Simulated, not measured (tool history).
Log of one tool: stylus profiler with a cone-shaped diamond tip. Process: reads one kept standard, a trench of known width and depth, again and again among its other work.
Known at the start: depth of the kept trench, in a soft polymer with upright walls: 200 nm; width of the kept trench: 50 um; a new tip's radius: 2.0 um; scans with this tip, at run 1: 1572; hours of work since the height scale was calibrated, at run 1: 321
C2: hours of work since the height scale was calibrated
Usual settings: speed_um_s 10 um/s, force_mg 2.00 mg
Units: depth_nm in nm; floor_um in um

{"run": 1, "hour": 0.0, "speed_um_s": 10, "force_mg": 2.0, "scans with this tip": 1572, "C2": 321, "depth_nm": 202.55, "floor_um": 48.14}
{"run": 2, "hour": 16.4, "speed_um_s": 10, "force_mg": 2.0, "scans with this tip": 1613, "C2": 329, "depth_nm": 202.73, "floor_um": 48.16}
{"run": 3, "hour": 34.3, "speed_um_s": 10, "force_mg": 3.12, "scans with this tip": 1658, "C2": 338, "depth_nm": 203.27, "floor_um": 48.17}
{"run": 4, "hour": 50.3, "speed_um_s": 10, "force_mg": 2.16, "scans with this tip": 1698, "C2": 346, "depth_nm": 202.75, "floor_um": 48.14}
{"run": 5, "hour": 63.8, "speed_um_s": 10, "force_mg": 2.0, "scans with this tip": 1731, "C2": 353, "depth_nm": 202.46, "floor_um": 48.11}
{"run": 6, "hour": 81.0, "speed_um_s": 10, "force_mg": 2.0, "scans with this tip": 1774, "C2": 362, "depth_nm": 202.84, "floor_um": 48.1}
{"run": 7, "hour": 97.0, "speed_um_s": 10, "force_mg": 2.0, "scans with this tip": 1814, "C2": 370, "depth_nm": 202.66, "floor_um": 48.11}
{"run": 8, "hour": 115.3, "speed_um_s": 10, "force_mg": 2.0, "scans with this tip": 1860, "C2": 380, "depth_nm": 202.75, "floor_um": 48.16}
{"run": 9, "hour": 124.9, "speed_um_s": 10, "force_mg": 2.2, "scans with this tip": 1884, "C2": 384, "depth_nm": 202.84, "floor_um": 48.05}
{"run": 10, "hour": 143.2, "speed_um_s": 10, "force_mg": 2.2, "scans with this tip": 1930, "C2": 394, "depth_nm": 202.95, "floor_um": 48.17}
{"run": 11, "hour": 159.7, "speed_um_s": 10, "force_mg": 2.2, "scans with this tip": 1971, "C2": 402, "depth_nm": 202.95, "floor_um": 48.05}
{"run": 12, "hour": 171.7, "speed_um_s": 10, "force_mg": 2.2, "scans with this tip": 2001, "C2": 408, "depth_nm": 202.96, "floor_um": 48.09}
{"run": 13, "hour": 190.5, "speed_um_s": 10, "force_mg": 2.2, "scans with this tip": 2048, "C2": 418, "depth_nm": 202.93, "floor_um": 48.14}
{"run": 14, "hour": 199.6, "speed_um_s": 10, "force_mg": 1.92, "scans with this tip": 2071, "C2": 422, "depth_nm": 202.52, "floor_um": 48.11}
{"run": 15, "hour": 215.8, "speed_um_s": 10, "force_mg": 1.92, "scans with this tip": 2111, "C2": 431, "depth_nm": 202.57, "floor_um": 48.11}
{"run": 16, "hour": 224.6, "speed_um_s": 10, "force_mg": 1.92, "scans with this tip": 2133, "C2": 435, "depth_nm": 202.8, "floor_um": 48.12}
{"hour": 226.1, "done": "height scale calibrated on a step standard"}
{"run": 17, "hour": 242.2, "speed_um_s": 32, "force_mg": 0.91, "scans with this tip": 2176, "C2": 8, "depth_nm": 201.71, "floor_um": 47.96}
{"run": 18, "hour": 253.3, "speed_um_s": 32, "force_mg": 0.91, "scans with this tip": 2204, "C2": 14, "depth_nm": 201.89, "floor_um": 48.03}
{"run": 19, "hour": 262.7, "speed_um_s": 10, "force_mg": 1.3, "scans with this tip": 2227, "C2": 19, "depth_nm": 202.13, "floor_um": 48.09}
{"run": 20, "hour": 271.1, "speed_um_s": 27, "force_mg": 0.88, "scans with this tip": 2248, "C2": 23, "depth_nm": 201.83, "floor_um": 48.01}
{"run": 21, "hour": 287.6, "speed_um_s": 27, "force_mg": 0.88, "scans with this tip": 2289, "C2": 31, "depth_nm": 201.88, "floor_um": 48.0}
{"hour": 292.3, "done": "height scale calibrated on a step standard, once more"}
{"run": 22, "hour": 297.2, "speed_um_s": 3, "force_mg": 1.57, "scans with this tip": 2312, "C2": 2, "depth_nm": 202.13, "floor_um": 48.09}
{"run": 23, "hour": 316.3, "speed_um_s": 2, "force_mg": 2.37, "scans with this tip": 2360, "C2": 12, "depth_nm": 202.83, "floor_um": 48.1}
{"run": 24, "hour": 326.9, "speed_um_s": 6, "force_mg": 1.01, "scans with this tip": 2386, "C2": 18, "depth_nm": 201.4, "floor_um": 48.08}

3 ways to go on from here, each from the tool as it stands after run 24. What would each give?
{"run": "A", "hour": 345.0, "speed_um_s": 2, "force_mg": 4.35, "scans with this tip": 2431, "C2": 27, "depth_nm": "?", "floor_um": "?"}
{"run": "B", "hour": 345.0, "speed_um_s": 37, "force_mg": 4.77, "scans with this tip": 2431, "C2": 27, "depth_nm": "?", "floor_um": "?"}
{"run": "C", "hour": 345.0, "speed_um_s": 4, "force_mg": 0.83, "scans with this tip": 2431, "C2": 27, "depth_nm": "?", "floor_um": "?"}

run=A depth_nm=203.95 floor_um=48.11
run=B depth_nm=204.50 floor_um=48.04
run=C depth_nm=201.33 floor_um=48.06
Without the tool's hidden state the same runs would have given:
run=A depth_nm=203.91 floor_um=48.24
run=B depth_nm=204.45 floor_um=48.17
run=C depth_nm=201.28 floor_um=48.19

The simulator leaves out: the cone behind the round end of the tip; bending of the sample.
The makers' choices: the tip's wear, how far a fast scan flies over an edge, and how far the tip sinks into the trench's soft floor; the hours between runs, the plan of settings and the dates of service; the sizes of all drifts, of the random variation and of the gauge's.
